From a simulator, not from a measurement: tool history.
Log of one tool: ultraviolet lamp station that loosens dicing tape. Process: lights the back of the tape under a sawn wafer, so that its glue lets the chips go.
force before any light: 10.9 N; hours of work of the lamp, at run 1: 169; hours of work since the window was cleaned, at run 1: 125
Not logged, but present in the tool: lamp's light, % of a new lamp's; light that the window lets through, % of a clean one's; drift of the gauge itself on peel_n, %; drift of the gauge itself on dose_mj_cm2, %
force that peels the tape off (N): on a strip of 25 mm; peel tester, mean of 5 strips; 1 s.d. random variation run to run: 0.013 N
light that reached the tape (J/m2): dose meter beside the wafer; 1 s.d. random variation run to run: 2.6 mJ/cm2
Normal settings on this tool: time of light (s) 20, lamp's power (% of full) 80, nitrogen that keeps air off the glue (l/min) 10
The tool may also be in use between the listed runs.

run,day,time of light (s),lamp's power (% of full),nitrogen that keeps air off the glue (l/min),hours of work of the lamp,hours of work since the window was cleaned,force that peels the tape off (N),light that reached the tape (J/m2)
1,0,20,80,10,169,125,0.782,3160
2,0.604,20,80,10,177,133,0.791,3170
3,1.204,20,80,10,185,140,0.788,3100
4,1.771,20,80,10,192,147,0.8,3130
5,2.092,20,80,10,196,152,0.817,3100
6,2.629,20,80,14,202,158,0.656,3100
7,3.133,20,80,14,209,165,0.67,3090
8,3.525,20,80,14,214,170,0.684,3090
9,4.117,20,80,10,221,177,0.827,3090
10,4.575,20,80,10,227,183,0.832,3100
11,5.004,20,80,10,232,188,0.869,3010
12,5.625,20,80,10,240,196,0.868,3040
13,6.238,20,80,10,248,204,0.904,2970
14,6.954,20,80,10,257,213,0.877,3040
15,7.412,20,80,10,263,219,0.898,3000
16,7.9,20,80,10,269,225,0.885,2970
17,8.404,20,70,10,275,231,1.189,2620
18,9.112,20,70,10,284,240,1.212,2580
19,9.854,20,80,10,294,249,0.93,2990
20,10.446,20,80,10,301,257,0.907,2910
21,11.004,20,80,10,308,264,0.948,2950
22,11.55,19,80,10,315,271,1.058,2760
23,12.3,19,69,15,324,280,1.24,2390
24,12.967,19,79,17,333,289,0.889,2770
25,13.508,19,79,17,340,295,0.889,2670
26,14.075,21,62,18,347,303,1.185,2290
27,14.458,21,62,18,352,307,1.261,2340
28,14.846,37,98,20,356,312,0.103,6420
29,15.588,13,66,3,366,322,4.075,1500
30,16.279,25,83,8,374,330,0.61,3670
31,16.662,23,80,14,379,335,0.611,3240
32,17.367,23,80,14,388,344,0.636,3210
33,18.121,35,91,18,398,354,0.138,5510
34,18.821,36,80,4,407,362,0.456,4930
35,19.162,13,85,8,411,367,2.421,1890
36,19.917,29,99,5,420,376,0.389,4930
37,20.529,40,80,9,428,384,0.189,5410
38,20.883,24,80,19,433,388,0.521,3240
39,21.396,24,80,19,439,395,0.541,3260
40,21.804,24,80,19,444,400,0.527,3170
41,22.15,28,81,19,448,404,0.344,3800
42,22.658,15,81,19,455,411,1.548,2050
43,23.433,26,84,19,465,420,0.392,3640

4 ways to go on from here, each from the tool as it stands after run 43. What would each give?
A,24.188,11,85,19,474,430,?,?
B,24.188,26,93,14,474,430,?,?
C,24.188,17,69,7,474,430,?,?
D,24.188,32,79,10,474,430,?,?

run,force that peels the tape off (N),light that reached the tape (J/m2)
A,2.391,1540
B,0.343,4000
C,2.387,1930
D,0.364,4230
Without the tool's hidden state the same runs would have given:
run,force that peels the tape off (N),light that reached the tape (J/m2)
A,1.516,2030
B,0.164,5260
C,1.501,2540
D,0.169,5550

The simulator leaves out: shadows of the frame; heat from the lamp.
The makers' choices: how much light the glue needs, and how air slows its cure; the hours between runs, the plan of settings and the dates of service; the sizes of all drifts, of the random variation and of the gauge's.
